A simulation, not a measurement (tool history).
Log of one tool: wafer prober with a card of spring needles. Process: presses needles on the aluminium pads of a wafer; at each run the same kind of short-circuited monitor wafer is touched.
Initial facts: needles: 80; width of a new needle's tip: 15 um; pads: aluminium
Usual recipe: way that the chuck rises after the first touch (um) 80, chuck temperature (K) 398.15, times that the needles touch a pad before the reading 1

| run | hour | way that the chuck rises after the first touch (um) | chuck temperature (K) | times that the needles touch a pad before the reading | resistance of one needle with its contact and lead (mohm) | way that a needle slides on the pad (um) |
|---|---|---|---|---|---|---|
| 1 | 0.0 | 80 | 398.15 | 1 | 216 | 12.19 |
|  | 19.5 | tips cleaned on abrasive film |
| 2 | 27.1 | 80 | 398.15 | 1 | 286 | 12.21 |
|  | 46.2 | tips cleaned on abrasive film |
| 3 | 55.8 | 80 | 398.15 | 1 | 226 | 12.10 |
|  | 73.6 | tips cleaned on abrasive film |
| 4 | 85.7 | 80 | 398.15 | 1 | 240 | 12.07 |
|  | 99.4 | tips cleaned on abrasive film |
| 5 | 102.0 | 80 | 398.15 | 1 | 188 | 12.12 |
|  | 125.8 | tips cleaned on abrasive film |
| 6 | 129.4 | 80 | 398.15 | 1 | 196 | 12.13 |
|  | 152.8 | tips cleaned on abrasive film |
| 7 | 161.6 | 80 | 398.15 | 1 | 227 | 12.07 |
|  | 179.0 | tips cleaned on abrasive film |
| 8 | 185.1 | 80 | 398.15 | 1 | 219 | 12.01 |
| 9 | 201.8 | 80 | 398.15 | 1 | 265 | 12.06 |
|  | 207.4 | tips cleaned on abrasive film |
| 10 | 228.5 | 80 | 310.15 | 1 | 252 | 12.00 |
|  | 231.6 | tips cleaned on abrasive film, once more |
| 11 | 250.4 | 80 | 305.15 | 1 | 251 | 12.03 |
|  | 257.4 | tips cleaned on abrasive film |
| 12 | 277.8 | 80 | 305.15 | 1 | 260 | 11.99 |
|  | 284.7 | tips cleaned on abrasive film |
| 13 | 303.3 | 80 | 305.15 | 1 | 256 | 11.97 |
|  | 311.1 | tips cleaned on abrasive film |
| 14 | 335.7 | 80 | 305.15 | 1 | 272 | 11.98 |
|  | 338.6 | tips cleaned on abrasive film |
| 15 | 360.6 | 80 | 318.15 | 1 | 260 | 12.00 |
|  | 366.2 | tips cleaned on abrasive film |
|  | 393.4 | tips cleaned on abrasive film |
| 16 | 396.9 | 80 | 318.15 | 1 | 198 | 11.95 |
|  | 420.7 | tips cleaned on abrasive film |
| 17 | 424.9 | 80 | 373.15 | 1 | 207 | 11.91 |
|  | 434.2 | height of the first contact set anew |
|  | 448.8 | tips cleaned on abrasive film |
| 18 | 448.8 | 77 | 363.15 | 1 | 172 | 11.90 |
| 19 | 467.2 | 77 | 363.15 | 1 | 259 | 11.90 |
|  | 474.9 | tips cleaned on abrasive film |
| 20 | 493.7 | 75 | 313.15 | 3 | 193 | 11.59 |
|  | 501.3 | tips cleaned on abrasive film |
| 21 | 509.9 | 75 | 313.15 | 3 | 183 | 11.56 |
|  | 528.1 | tips cleaned on abrasive film |
| 22 | 542.8 | 86 | 365.15 | 2 | 207 | 13.24 |
|  | 554.6 | tips cleaned on abrasive film |
| 23 | 568.2 | 80 | 398.15 | 1 | 239 | 12.29 |
|  | 580.3 | tips cleaned on abrasive film |
| 24 | 602.1 | 80 | 398.15 | 1 | 258 | 12.33 |
|  | 606.9 | tips cleaned on abrasive film |
| 25 | 629.7 | 80 | 398.15 | 2 | 225 | 12.23 |
|  | 632.8 | tips cleaned on abrasive film |
|  | 659.0 | tips cleaned on abrasive film |
| 26 | 661.1 | 63 | 398.15 | 1 | 208 | 9.64 |
|  | 685.3 | tips cleaned on abrasive film |
| 27 | 697.0 | 91 | 388.15 | 3 | 187 | 13.92 |
|  | 710.9 | tips cleaned on abrasive film |
| 28 | 715.9 | 67 | 398.15 | 2 | 211 | 10.23 |
| 29 | 735.2 | 67 | 398.15 | 2 | 251 | 10.22 |
|  | 737.8 | tips cleaned on abrasive film |
| 30 | 754.1 | 67 | 398.15 | 2 | 242 | 10.16 |
|  | 764.9 | tips cleaned on abrasive film |
| 31 | 773.8 | 67 | 336.15 | 1 | 257 | 10.16 |
| 32 | 789.8 | 73 | 398.15 | 1 | 290 | 11.18 |
|  | 792.5 | tips cleaned on abrasive film |
| 33 | 806.2 | 73 | 398.15 | 1 | 261 | 11.05 |

Results for each run, recomputed without the tool's hidden state and with each run's random variation untouched:
The tool's hidden condition here consists of: debris on the tips, nm; way that the needles fall short of the set height, um; tips' diameter, um; drift of the gauge itself on contact_mohm, %; drift of the gauge itself on scrub_um, %.
| run | resistance of one needle with its contact and lead (mohm) | way that a needle slides on the pad (um) |
|---|---|---|
| 1 | 170 | 12.37 |
| 2 | 167 | 12.43 |
| 3 | 165 | 12.35 |
| 4 | 169 | 12.34 |
| 5 | 167 | 12.40 |
| 6 | 167 | 12.43 |
| 7 | 168 | 12.38 |
| 8 | 166 | 12.33 |
| 9 | 168 | 12.39 |
| 10 | 152 | 12.34 |
| 11 | 151 | 12.38 |
| 12 | 154 | 12.37 |
| 13 | 154 | 12.36 |
| 14 | 156 | 12.39 |
| 15 | 154 | 12.43 |
| 16 | 154 | 12.41 |
| 17 | 163 | 12.39 |
| 18 | 161 | 11.91 |
| 19 | 163 | 11.92 |
| 20 | 153 | 11.62 |
| 21 | 155 | 11.61 |
| 22 | 163 | 13.31 |
| 23 | 167 | 12.37 |
| 24 | 166 | 12.43 |
| 25 | 167 | 12.35 |
| 26 | 168 | 9.80 |
| 27 | 165 | 14.09 |
| 28 | 169 | 10.42 |
| 29 | 169 | 10.41 |
| 30 | 169 | 10.37 |
| 31 | 159 | 10.38 |
| 32 | 170 | 11.41 |
| 33 | 167 | 11.30 |
